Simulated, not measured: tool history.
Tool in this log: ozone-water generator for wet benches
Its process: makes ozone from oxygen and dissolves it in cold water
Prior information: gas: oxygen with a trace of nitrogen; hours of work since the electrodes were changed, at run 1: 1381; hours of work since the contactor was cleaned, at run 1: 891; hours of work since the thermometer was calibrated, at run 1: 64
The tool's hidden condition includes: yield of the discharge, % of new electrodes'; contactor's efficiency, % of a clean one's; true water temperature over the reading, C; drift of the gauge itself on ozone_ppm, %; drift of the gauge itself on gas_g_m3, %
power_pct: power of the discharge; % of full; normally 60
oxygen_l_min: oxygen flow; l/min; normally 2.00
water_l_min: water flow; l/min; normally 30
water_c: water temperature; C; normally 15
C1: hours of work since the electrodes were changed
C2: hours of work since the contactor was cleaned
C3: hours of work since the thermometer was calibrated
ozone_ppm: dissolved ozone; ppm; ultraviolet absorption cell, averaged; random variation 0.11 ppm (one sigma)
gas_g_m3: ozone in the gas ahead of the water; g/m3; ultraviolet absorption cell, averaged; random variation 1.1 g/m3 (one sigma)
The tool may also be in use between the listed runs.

{"run": 1, "hour": 0.0, "power_pct": 60, "oxygen_l_min": 2.0, "water_l_min": 30, "water_c": 15, "C1": 1381, "C2": 891, "C3": 64, "ozone_ppm": 9.5, "gas_g_m3": 200.6}
{"run": 2, "hour": 119.8, "power_pct": 60, "oxygen_l_min": 1.41, "water_l_min": 30, "water_c": 15, "C1": 1462, "C2": 972, "C3": 146, "ozone_ppm": 8.1, "gas_g_m3": 236.6}
{"run": 3, "hour": 243.6, "power_pct": 60, "oxygen_l_min": 1.41, "water_l_min": 30, "water_c": 15, "C1": 1546, "C2": 1056, "C3": 230, "ozone_ppm": 8.3, "gas_g_m3": 236.0}
{"run": 4, "hour": 329.8, "power_pct": 60, "oxygen_l_min": 1.41, "water_l_min": 30, "water_c": 15, "C1": 1605, "C2": 1114, "C3": 288, "ozone_ppm": 8.2, "gas_g_m3": 238.4}
{"run": 5, "hour": 423.9, "power_pct": 60, "oxygen_l_min": 2.0, "water_l_min": 30, "water_c": 15, "C1": 1668, "C2": 1178, "C3": 352, "ozone_ppm": 9.2, "gas_g_m3": 198.8}
{"run": 6, "hour": 518.9, "power_pct": 60, "oxygen_l_min": 2.0, "water_l_min": 30, "water_c": 15, "C1": 1733, "C2": 1242, "C3": 416, "ozone_ppm": 9.2, "gas_g_m3": 197.8}
{"run": 7, "hour": 598.0, "power_pct": 60, "oxygen_l_min": 2.0, "water_l_min": 30, "water_c": 15, "C1": 1786, "C2": 1296, "C3": 470, "ozone_ppm": 9.2, "gas_g_m3": 198.4}
{"run": 8, "hour": 745.3, "power_pct": 60, "oxygen_l_min": 2.0, "water_l_min": 30, "water_c": 15, "C1": 1886, "C2": 1396, "C3": 569, "ozone_ppm": 9.2, "gas_g_m3": 198.3}
{"run": 9, "hour": 874.4, "power_pct": 60, "oxygen_l_min": 2.0, "water_l_min": 30, "water_c": 15, "C1": 1973, "C2": 1483, "C3": 657, "ozone_ppm": 9.1, "gas_g_m3": 198.7}
{"run": 10, "hour": 979.7, "power_pct": 60, "oxygen_l_min": 2.0, "water_l_min": 30, "water_c": 15, "C1": 2045, "C2": 1554, "C3": 728, "ozone_ppm": 9.2, "gas_g_m3": 197.6}
{"run": 11, "hour": 1059.7, "power_pct": 60, "oxygen_l_min": 2.0, "water_l_min": 30, "water_c": 15, "C1": 2099, "C2": 1609, "C3": 782, "ozone_ppm": 9.1, "gas_g_m3": 198.9}
{"run": 12, "hour": 1212.2, "power_pct": 60, "oxygen_l_min": 2.0, "water_l_min": 30, "water_c": 15, "C1": 2202, "C2": 1712, "C3": 886, "ozone_ppm": 9.2, "gas_g_m3": 198.4}
{"run": 13, "hour": 1324.1, "power_pct": 60, "oxygen_l_min": 2.0, "water_l_min": 30, "water_c": 15, "C1": 2278, "C2": 1788, "C3": 962, "ozone_ppm": 9.2, "gas_g_m3": 195.4}
{"run": 14, "hour": 1448.2, "power_pct": 60, "oxygen_l_min": 2.0, "water_l_min": 30, "water_c": 15, "C1": 2362, "C2": 1872, "C3": 1046, "ozone_ppm": 9.2, "gas_g_m3": 198.8}
{"run": 15, "hour": 1512.6, "power_pct": 60, "oxygen_l_min": 2.0, "water_l_min": 30, "water_c": 15, "C1": 2406, "C2": 1915, "C3": 1089, "ozone_ppm": 9.3, "gas_g_m3": 197.2}
{"run": 16, "hour": 1621.5, "power_pct": 60, "oxygen_l_min": 2.61, "water_l_min": 30, "water_c": 22, "C1": 2480, "C2": 1989, "C3": 1163, "ozone_ppm": 9.7, "gas_g_m3": 171.8}
{"run": 17, "hour": 1688.3, "power_pct": 60, "oxygen_l_min": 1.19, "water_l_min": 30, "water_c": 16, "C1": 2525, "C2": 2034, "C3": 1208, "ozone_ppm": 7.4, "gas_g_m3": 253.5}
{"run": 18, "hour": 1765.4, "power_pct": 60, "oxygen_l_min": 1.19, "water_l_min": 30, "water_c": 16, "C1": 2577, "C2": 2087, "C3": 1261, "ozone_ppm": 7.3, "gas_g_m3": 252.9}
{"run": 19, "hour": 1911.7, "power_pct": 60, "oxygen_l_min": 1.19, "water_l_min": 30, "water_c": 16, "C1": 2676, "C2": 2186, "C3": 1360, "ozone_ppm": 7.4, "gas_g_m3": 248.8}
{"run": 20, "hour": 2061.0, "power_pct": 60, "oxygen_l_min": 2.31, "water_l_min": 26, "water_c": 15, "C1": 2777, "C2": 2287, "C3": 1461, "ozone_ppm": 11.0, "gas_g_m3": 184.7}
{"run": 21, "hour": 2188.4, "power_pct": 55, "oxygen_l_min": 1.49, "water_l_min": 24, "water_c": 16, "C1": 2864, "C2": 2373, "C3": 1547, "ozone_ppm": 9.4, "gas_g_m3": 210.4}
{"run": 22, "hour": 2316.1, "power_pct": 44, "oxygen_l_min": 2.43, "water_l_min": 24, "water_c": 18, "C1": 2950, "C2": 2460, "C3": 1634, "ozone_ppm": 8.8, "gas_g_m3": 138.3}
{"run": 23, "hour": 2414.4, "power_pct": 44, "oxygen_l_min": 2.43, "water_l_min": 24, "water_c": 18, "C1": 3017, "C2": 2526, "C3": 1700, "ozone_ppm": 9.0, "gas_g_m3": 136.4}
{"run": 24, "hour": 2513.9, "power_pct": 44, "oxygen_l_min": 2.43, "water_l_min": 24, "water_c": 18, "C1": 3084, "C2": 2594, "C3": 1768, "ozone_ppm": 8.9, "gas_g_m3": 137.4}
{"run": 25, "hour": 2582.0, "power_pct": 56, "oxygen_l_min": 2.0, "water_l_min": 34, "water_c": 15, "C1": 3130, "C2": 2640, "C3": 1814, "ozone_ppm": 7.4, "gas_g_m3": 183.8}
{"run": 26, "hour": 2701.9, "power_pct": 60, "oxygen_l_min": 2.0, "water_l_min": 30, "water_c": 15, "C1": 3212, "C2": 2721, "C3": 1895, "ozone_ppm": 8.9, "gas_g_m3": 196.8}
{"run": 27, "hour": 2842.7, "power_pct": 60, "oxygen_l_min": 2.0, "water_l_min": 30, "water_c": 15, "C1": 3307, "C2": 2816, "C3": 1990, "ozone_ppm": 9.0, "gas_g_m3": 195.2}
{"run": 28, "hour": 2976.4, "power_pct": 62, "oxygen_l_min": 2.0, "water_l_min": 30, "water_c": 14, "C1": 3398, "C2": 2907, "C3": 2081, "ozone_ppm": 9.4, "gas_g_m3": 201.8}
{"run": 29, "hour": 3071.2, "power_pct": 93, "oxygen_l_min": 2.64, "water_l_min": 30, "water_c": 15, "C1": 3462, "C2": 2971, "C3": 2145, "ozone_ppm": 14.1, "gas_g_m3": 245.1}
{"run": 30, "hour": 3206.0, "power_pct": 40, "oxygen_l_min": 1.74, "water_l_min": 30, "water_c": 15, "C1": 3553, "C2": 3063, "C3": 2236, "ozone_ppm": 6.1, "gas_g_m3": 147.0}

Results for each run, recomputed without the tool's hidden state and with each run's random variation untouched:
run=1 ozone_ppm=9.7 gas_g_m3=203.8
run=2 ozone_ppm=8.4 gas_g_m3=240.5
run=3 ozone_ppm=8.6 gas_g_m3=240.2
run=4 ozone_ppm=8.5 gas_g_m3=242.9
run=5 ozone_ppm=9.5 gas_g_m3=202.7
run=6 ozone_ppm=9.5 gas_g_m3=201.8
run=7 ozone_ppm=9.6 gas_g_m3=202.6
run=8 ozone_ppm=9.5 gas_g_m3=202.8
run=9 ozone_ppm=9.5 gas_g_m3=203.3
run=10 ozone_ppm=9.7 gas_g_m3=202.5
run=11 ozone_ppm=9.5 gas_g_m3=204.0
run=12 ozone_ppm=9.7 gas_g_m3=203.7
run=13 ozone_ppm=9.7 gas_g_m3=200.8
run=14 ozone_ppm=9.7 gas_g_m3=204.6
run=15 ozone_ppm=9.8 gas_g_m3=203.1
run=16 ozone_ppm=10.3 gas_g_m3=177.1
run=17 ozone_ppm=7.9 gas_g_m3=261.5
run=18 ozone_ppm=7.7 gas_g_m3=261.1
run=19 ozone_ppm=7.8 gas_g_m3=257.2
run=20 ozone_ppm=11.7 gas_g_m3=191.1
run=21 ozone_ppm=10.0 gas_g_m3=217.3
run=22 ozone_ppm=9.2 gas_g_m3=141.9
run=23 ozone_ppm=9.5 gas_g_m3=140.0
run=24 ozone_ppm=9.4 gas_g_m3=141.2
run=25 ozone_ppm=7.9 gas_g_m3=190.6
run=26 ozone_ppm=9.6 gas_g_m3=204.9
run=27 ozone_ppm=9.7 gas_g_m3=203.5
run=28 ozone_ppm=10.1 gas_g_m3=210.9
run=29 ozone_ppm=15.6 gas_g_m3=261.0
run=30 ozone_ppm=6.5 gas_g_m3=151.1
